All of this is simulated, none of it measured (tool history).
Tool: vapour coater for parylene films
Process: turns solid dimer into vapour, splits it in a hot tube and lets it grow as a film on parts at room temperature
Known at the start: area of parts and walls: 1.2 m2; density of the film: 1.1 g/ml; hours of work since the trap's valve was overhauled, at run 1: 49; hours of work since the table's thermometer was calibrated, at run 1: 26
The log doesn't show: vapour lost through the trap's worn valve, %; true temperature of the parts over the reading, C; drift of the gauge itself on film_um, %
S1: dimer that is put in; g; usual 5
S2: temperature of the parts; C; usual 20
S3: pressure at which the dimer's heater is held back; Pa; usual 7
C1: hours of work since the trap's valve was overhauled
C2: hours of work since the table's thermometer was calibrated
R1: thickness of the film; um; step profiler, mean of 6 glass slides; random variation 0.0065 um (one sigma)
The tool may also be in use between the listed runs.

| run | hour | S1 | S2 | S3 | C1 | C2 | R1 |
|---|---|---|---|---|---|---|---|
| 1 | 0 | 5 | 20 | 7 | 49 | 26 | 2.642 |
| 2 | 23.1 | 5 | 20 | 7 | 62 | 39 | 2.651 |
| 3 | 37.3 | 5 | 20 | 7 | 69 | 46 | 2.641 |
| 4 | 60.9 | 5 | 20 | 7 | 82 | 59 | 2.638 |
| 5 | 73.8 | 5 | 20 | 7 | 89 | 66 | 2.637 |
| 6 | 87.8 | 5 | 20 | 7 | 97 | 74 | 2.629 |
| 7 | 109.8 | 6 | 20 | 7 | 109 | 86 | 3.168 |
| 8 | 127.1 | 6 | 20 | 7 | 118 | 95 | 3.153 |
| 9 | 147 | 5 | 20 | 2.6 | 129 | 106 | 2.955 |
| 10 | 168.1 | 5 | 20 | 7.68 | 140 | 118 | 2.604 |
| 11 | 184 | 2 | 20 | 7 | 149 | 126 | 1.05 |
| 12 | 195.1 | 2 | 20 | 7 | 155 | 132 | 1.047 |
| 13 | 210.3 | 2 | 20 | 7 | 163 | 140 | 1.055 |
| 14 | 221.3 | 5 | 20 | 7 | 169 | 146 | 2.631 |
| 15 | 245.7 | 5 | 20 | 7 | 182 | 160 | 2.627 |
| 16 | 256.2 | 5 | 20 | 7 | 188 | 165 | 2.609 |
|  | 261.9 | trap's valve overhauled |
| 17 | 275.4 | 5 | 20 | 7 | 7 | 174 | 2.567 |
| 18 | 299.8 | 5 | 20 | 7 | 21 | 187 | 2.568 |
| 19 | 322.3 | 5 | 28 | 7 | 33 | 199 | 1.942 |
| 20 | 345.9 | 5 | 28 | 7 | 46 | 212 | 1.943 |
| 21 | 368.9 | 5 | 28 | 7 | 58 | 224 | 1.929 |
| 22 | 383.8 | 5 | 28 | 7 | 66 | 233 | 1.935 |
| 23 | 399.6 | 5 | 20 | 7 | 75 | 241 | 2.553 |
|  | 413 | trap's valve overhauled, once more |
| 24 | 413.6 | 3 | 20 | 11.34 | 0 | 247 | 1.529 |
| 25 | 425 | 3 | 16 | 11.34 | 7 | 253 | 1.763 |
| 26 | 441.2 | 3 | 17 | 11.6 | 15 | 262 | 1.695 |
| 27 | 465 | 3 | 17 | 11.6 | 28 | 274 | 1.695 |
| 28 | 483.3 | 5 | 20 | 2.27 | 38 | 284 | 3.079 |
| 29 | 496.7 | 5 | 29 | 6.23 | 45 | 292 | 1.998 |
| 30 | 514.2 | 8 | 30 | 4.4 | 55 | 301 | 3.205 |
| 31 | 534.9 | 9 | 17 | 7 | 66 | 312 | 5.386 |
| 32 | 545.2 | 5 | 21 | 4.47 | 72 | 318 | 2.749 |
| 33 | 557.3 | 5 | 21 | 4.47 | 78 | 325 | 2.75 |
| 34 | 571.8 | 5 | 21 | 4.47 | 86 | 332 | 2.741 |
| 35 | 595.1 | 5 | 21 | 4.47 | 99 | 345 | 2.721 |
| 36 | 609.5 | 5 | 19 | 9.35 | 107 | 353 | 2.687 |
| 37 | 634.1 | 4 | 13 | 12 | 120 | 366 | 2.573 |
| 38 | 647.4 | 2 | 15 | 5.58 | 127 | 374 | 1.315 |
| 39 | 665.1 | 5 | 29 | 2.23 | 137 | 383 | 2.246 |
| 40 | 682.4 | 5 | 29 | 2.23 | 146 | 393 | 2.238 |
| 41 | 695.3 | 5 | 29 | 2.23 | 153 | 400 | 2.24 |
| 42 | 715.8 | 8 | 29 | 2.23 | 164 | 411 | 3.569 |
| 43 | 730.7 | 8 | 29 | 4.33 | 173 | 419 | 3.305 |
| 44 | 754 | 8 | 29 | 10.88 | 185 | 431 | 2.964 |
| 45 | 777.2 | 8 | 29 | 10.88 | 198 | 444 | 2.954 |
| 46 | 795.6 | 4 | 30 | 3.57 | 208 | 454 | 1.62 |

4 ways to go on from here, each from the tool as it stands after run 46. What would each give?
| A | 810.1 | 5 | 31 | 8.79 | 216 | 462 | ? |
| B | 810.1 | 2 | 30 | 5.83 | 216 | 462 | ? |
| C | 810.1 | 5 | 21 | 7 | 216 | 462 | ? |
| D | 810.1 | 3 | 30 | 3.57 | 216 | 462 | ? |

| run | R1 |
|---|---|
| A | 1.763 |
| B | 0.761 |
| C | 2.572 |
| D | 1.209 |
Without the tool's hidden state the same runs would have given:
| run | R1 |
|---|---|
| A | 1.76 |
| B | 0.76 |
| C | 2.567 |
| D | 1.207 |
